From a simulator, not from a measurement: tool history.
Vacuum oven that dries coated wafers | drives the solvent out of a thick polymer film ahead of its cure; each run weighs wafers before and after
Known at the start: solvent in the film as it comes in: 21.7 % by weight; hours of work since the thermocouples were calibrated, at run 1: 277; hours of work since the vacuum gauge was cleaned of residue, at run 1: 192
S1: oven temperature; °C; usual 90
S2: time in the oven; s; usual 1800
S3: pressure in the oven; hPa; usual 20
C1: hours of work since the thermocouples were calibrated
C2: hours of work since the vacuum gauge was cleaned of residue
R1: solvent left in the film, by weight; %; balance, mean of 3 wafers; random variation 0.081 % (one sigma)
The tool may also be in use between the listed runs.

run 1 hour=0 | S1=90 S2=1800 S3=20 | C1=277 C2=192 | R1=6.15
run 2 hour=54.1 | S1=90 S2=1800 S3=20 | C1=313 C2=227 | R1=6.19
run 3 hour=142.6 | S1=90 S2=1800 S3=20 | C1=370 C2=285 | R1=6.22
run 4 hour=230.8 | S1=90 S2=2040 S3=20 | C1=428 C2=342 | R1=5.76
run 5 hour=303.5 | S1=90 S2=2040 S3=20 | C1=475 C2=389 | R1=5.65
run 6 hour=361.6 | S1=90 S2=2040 S3=20 | C1=513 C2=427 | R1=5.7
run 7 hour=450.8 | S1=90 S2=1800 S3=13 | C1=571 C2=485 | R1=5.1
run 8 hour=520.7 | S1=84 S2=1800 S3=20 | C1=617 C2=531 | R1=8.43
run 9 hour=613.3 | S1=90 S2=1800 S3=20 | C1=677 C2=591 | R1=6.23
run 10 hour=667.7 | S1=90 S2=1800 S3=20 | C1=712 C2=627 | R1=6.24
run 11 hour=729.9 | S1=90 S2=1800 S3=20 | C1=753 C2=667 | R1=6.17
run 12 hour=780 | S1=90 S2=1680 S3=20 | C1=786 C2=700 | R1=6.59
run 13 hour=857.9 | S1=90 S2=1680 S3=20 | C1=836 C2=751 | R1=6.61
run 14 hour=900 | S1=90 S2=1680 S3=20 | C1=864 C2=778 | R1=6.49
run 15 hour=965.7 | S1=90 S2=1680 S3=20 | C1=907 C2=821 | R1=6.56
run 16 hour=1005.9 | S1=90 S2=1680 S3=20 | C1=933 C2=847 | R1=6.63
run 17 hour=1082.2 | S1=90 S2=2340 S3=20 | C1=983 C2=897 | R1=5.34
run 18 hour=1128.9 | S1=90 S2=2340 S3=20 | C1=1013 C2=927 | R1=5.54
run 19 hour=1195.9 | S1=90 S2=1800 S3=20 | C1=1057 C2=971 | R1=6.31
run 20 hour=1235.4 | S1=90 S2=1800 S3=20 | C1=1082 C2=997 | R1=6.19
run 21 hour=1282.4 | S1=90 S2=1800 S3=20 | C1=1113 C2=1027 | R1=6.17
run 22 hour=1353.3 | S1=90 S2=1800 S3=20 | C1=1159 C2=1073 | R1=6.22
run 23 hour=1409.4 | S1=90 S2=1800 S3=20 | C1=1196 C2=1110 | R1=6.32
run 24 hour=1484.3 | S1=76 S2=1020 S3=60.8 | C1=1245 C2=1159 | R1=20.36
run 25 hour=1546.5 | S1=77 S2=1800 S3=52.4 | C1=1285 C2=1199 | R1=17.46
run 26 hour=1591.5 | S1=89 S2=1800 S3=20 | C1=1314 C2=1229 | R1=6.66
run 27 hour=1689.9 | S1=90 S2=1080 S3=20 | C1=1379 C2=1293 | R1=8.48
run 28 hour=1750.8 | S1=90 S2=1080 S3=20 | C1=1418 C2=1333 | R1=8.52
run 29 hour=1805.4 | S1=103 S2=1560 S3=31.5 | C1=1454 C2=1368 | R1=4.55
run 30 hour=1850.7 | S1=76 S2=1560 S3=34.4 | C1=1483 C2=1398 | R1=14.86
run 31 hour=1935.3 | S1=98 S2=1560 S3=38.3 | C1=1538 C2=1453 | R1=6.48
run 32 hour=1992.6 | S1=93 S2=1680 S3=24.7 | C1=1576 C2=1490 | R1=6.2
run 33 hour=2084.6 | S1=93 S2=3180 S3=24.7 | C1=1636 C2=1550 | R1=5.03
run 34 hour=2146.7 | S1=90 S2=1800 S3=33 | C1=1676 C2=1590 | R1=8.27
run 35 hour=2200.8 | S1=82 S2=2220 S3=60.7 | C1=1711 C2=1626 | R1=16.24
-- hour=2222.8 oven's thermocouples calibrated
run 36 hour=2294.6 | S1=102 S2=2640 S3=21.6 | C1=47 C2=1686 | R1=3.84
run 37 hour=2376.8 | S1=102 S2=2640 S3=21.6 | C1=100 C2=1739 | R1=3.78
run 38 hour=2455.8 | S1=102 S2=2640 S3=11.4 | C1=152 C2=1791 | R1=2.59
-- hour=2502.9 vacuum gauge cleaned of residue and calibrated
run 39 hour=2514.3 | S1=90 S2=1200 S3=43.7 | C1=189 C2=7 | R1=11.51
run 40 hour=2583.9 | S1=90 S2=1200 S3=43.7 | C1=234 C2=53 | R1=11.14
run 41 hour=2638.2 | S1=101 S2=2940 S3=20 | C1=270 C2=88 | R1=2.71
run 42 hour=2694.1 | S1=101 S2=2940 S3=20 | C1=306 C2=125 | R1=2.69
run 43 hour=2742.9 | S1=101 S2=1740 S3=20 | C1=338 C2=156 | R1=3.26

Run 44 comes next. What will it give?
run 44 hour=2832.9 | S1=101 S2=1740 S3=23.5 | C1=397 C2=215 | R1=?

{"run 44": {"R1": 3.89}}
Without the tool's hidden state the same run would have given R1 3.97 %.
